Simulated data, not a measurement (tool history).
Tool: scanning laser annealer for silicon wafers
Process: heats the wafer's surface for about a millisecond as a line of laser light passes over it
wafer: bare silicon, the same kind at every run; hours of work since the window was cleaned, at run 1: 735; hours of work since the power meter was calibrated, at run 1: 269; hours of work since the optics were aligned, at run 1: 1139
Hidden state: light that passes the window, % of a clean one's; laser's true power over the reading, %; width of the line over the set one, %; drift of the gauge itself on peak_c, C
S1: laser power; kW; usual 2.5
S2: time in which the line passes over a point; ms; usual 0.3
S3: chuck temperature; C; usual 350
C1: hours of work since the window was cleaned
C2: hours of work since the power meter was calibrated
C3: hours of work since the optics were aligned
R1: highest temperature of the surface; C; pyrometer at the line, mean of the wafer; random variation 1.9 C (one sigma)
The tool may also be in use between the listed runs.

run 1 hour=0 | S1=2.5 S2=0.3 S3=350 | C1=735 C2=269 C3=1139 | R1=1137
run 2 hour=9.1 | S1=2.5 S2=0.3 S3=350 | C1=740 C2=274 C3=1144 | R1=1136
run 3 hour=21.6 | S1=2.5 S2=0.3 S3=351 | C1=746 C2=280 C3=1150 | R1=1141
run 4 hour=34.8 | S1=2.5 S2=0.3 S3=351 | C1=752 C2=286 C3=1156 | R1=1136
run 5 hour=48.4 | S1=2.5 S2=0.3 S3=380 | C1=758 C2=292 C3=1162 | R1=1165
run 6 hour=58.6 | S1=2.559 S2=0.3 S3=350 | C1=763 C2=297 C3=1167 | R1=1156
run 7 hour=68.4 | S1=2.559 S2=0.3 S3=350 | C1=768 C2=302 C3=1172 | R1=1152
run 8 hour=76.7 | S1=2.559 S2=0.3 S3=350 | C1=772 C2=306 C3=1176 | R1=1154
run 9 hour=90.8 | S1=2.5 S2=0.3 S3=350 | C1=778 C2=312 C3=1182 | R1=1136
run 10 hour=98.1 | S1=2.5 S2=0.3 S3=350 | C1=782 C2=316 C3=1186 | R1=1132
run 11 hour=106.8 | S1=2.5 S2=0.3 S3=350 | C1=786 C2=320 C3=1190 | R1=1135
run 12 hour=112.8 | S1=2.5 S2=0.3 S3=350 | C1=789 C2=323 C3=1193 | R1=1133
run 13 hour=126.6 | S1=2.44 S2=0.3 S3=350 | C1=795 C2=329 C3=1199 | R1=1113
run 14 hour=135.9 | S1=2.44 S2=0.3 S3=350 | C1=800 C2=334 C3=1204 | R1=1115
run 15 hour=143.3 | S1=2.44 S2=0.3 S3=350 | C1=803 C2=337 C3=1207 | R1=1113
run 16 hour=157.8 | S1=2.5 S2=0.3 S3=350 | C1=810 C2=344 C3=1214 | R1=1132
run 17 hour=168.7 | S1=2.5 S2=0.3 S3=350 | C1=815 C2=349 C3=1219 | R1=1128
run 18 hour=177.9 | S1=2.5 S2=0.213 S3=350 | C1=820 C2=354 C3=1224 | R1=995
run 19 hour=191.2 | S1=2.671 S2=0.3 S3=350 | C1=826 C2=360 C3=1230 | R1=1192
run 20 hour=202.8 | S1=2.5 S2=0.223 S3=350 | C1=831 C2=365 C3=1235 | R1=1009
run 21 hour=209.4 | S1=2.369 S2=0.34 S3=328 | C1=834 C2=368 C3=1239 | R1=1119
run 22 hour=219.1 | S1=2.399 S2=0.369 S3=317 | C1=839 C2=373 C3=1243 | R1=1156
run 23 hour=225.3 | S1=2.689 S2=0.369 S3=344 | C1=842 C2=376 C3=1246 | R1=1289
run 24 hour=239.4 | S1=2.689 S2=0.369 S3=344 | C1=849 C2=383 C3=1253 | R1=1292
-- hour=245.8 optics aligned, line set to its width
run 25 hour=251.2 | S1=2.689 S2=0.369 S3=344 | C1=852 C2=386 C3=3 | R1=1282
run 26 hour=264.5 | S1=2.689 S2=0.369 S3=317 | C1=858 C2=392 C3=9 | R1=1254
-- hour=274.8 optics aligned, line set to its width, once more
run 27 hour=281.3 | S1=2.592 S2=0.316 S3=317 | C1=864 C2=398 C3=3 | R1=1164
run 28 hour=295.1 | S1=2.499 S2=0.307 S3=383 | C1=870 C2=404 C3=10 | R1=1183
run 29 hour=309.5 | S1=2.5 S2=0.3 S3=361 | C1=877 C2=411 C3=16 | R1=1155
run 30 hour=320.3 | S1=2.153 S2=0.3 S3=350 | C1=882 C2=416 C3=22 | R1=1024
run 31 hour=330.9 | S1=2.656 S2=0.228 S3=350 | C1=887 C2=421 C3=27 | R1=1073
run 32 hour=341.1 | S1=2.5 S2=0.215 S3=376 | C1=892 C2=426 C3=31 | R1=1031
run 33 hour=351.4 | S1=2.5 S2=0.215 S3=376 | C1=897 C2=431 C3=36 | R1=1032
run 34 hour=363.4 | S1=2.185 S2=0.289 S3=321 | C1=903 C2=437 C3=42 | R1=987
run 35 hour=372.8 | S1=2.172 S2=0.375 S3=350 | C1=907 C2=441 C3=46 | R1=1118
run 36 hour=381.9 | S1=2.5 S2=0.281 S3=319 | C1=911 C2=445 C3=51 | R1=1082
run 37 hour=394.8 | S1=2.505 S2=0.371 S3=360 | C1=918 C2=452 C3=57 | R1=1248
run 38 hour=401.2 | S1=2.505 S2=0.325 S3=384 | C1=921 C2=455 C3=60 | R1=1210
run 39 hour=408.2 | S1=2.19 S2=0.283 S3=389 | C1=924 C2=458 C3=63 | R1=1051
run 40 hour=416.3 | S1=2.408 S2=0.283 S3=389 | C1=928 C2=462 C3=67 | R1=1121

Forecast each of these 5 alternatives for the next run:
run A hour=430 | S1=2.408 S2=0.283 S3=330 | C1=934 C2=468 C3=73 | R1=?
run B hour=430 | S1=2.726 S2=0.3 S3=350 | C1=934 C2=468 C3=73 | R1=?
run C hour=430 | S1=2.555 S2=0.283 S3=389 | C1=934 C2=468 C3=73 | R1=?
run D hour=430 | S1=2.736 S2=0.273 S3=374 | C1=934 C2=468 C3=73 | R1=?
run E hour=430 | S1=2.364 S2=0.283 S3=389 | C1=934 C2=468 C3=73 | R1=?

run=A R1=1064
run=B R1=1215
run=C R1=1167
run=D R1=1194
run=E R1=1105
Without the tool's hidden state the same runs would have given:
run=A R1=1108
run=B R1=1266
run=C R1=1213
run=D R1=1243
run=E R1=1148
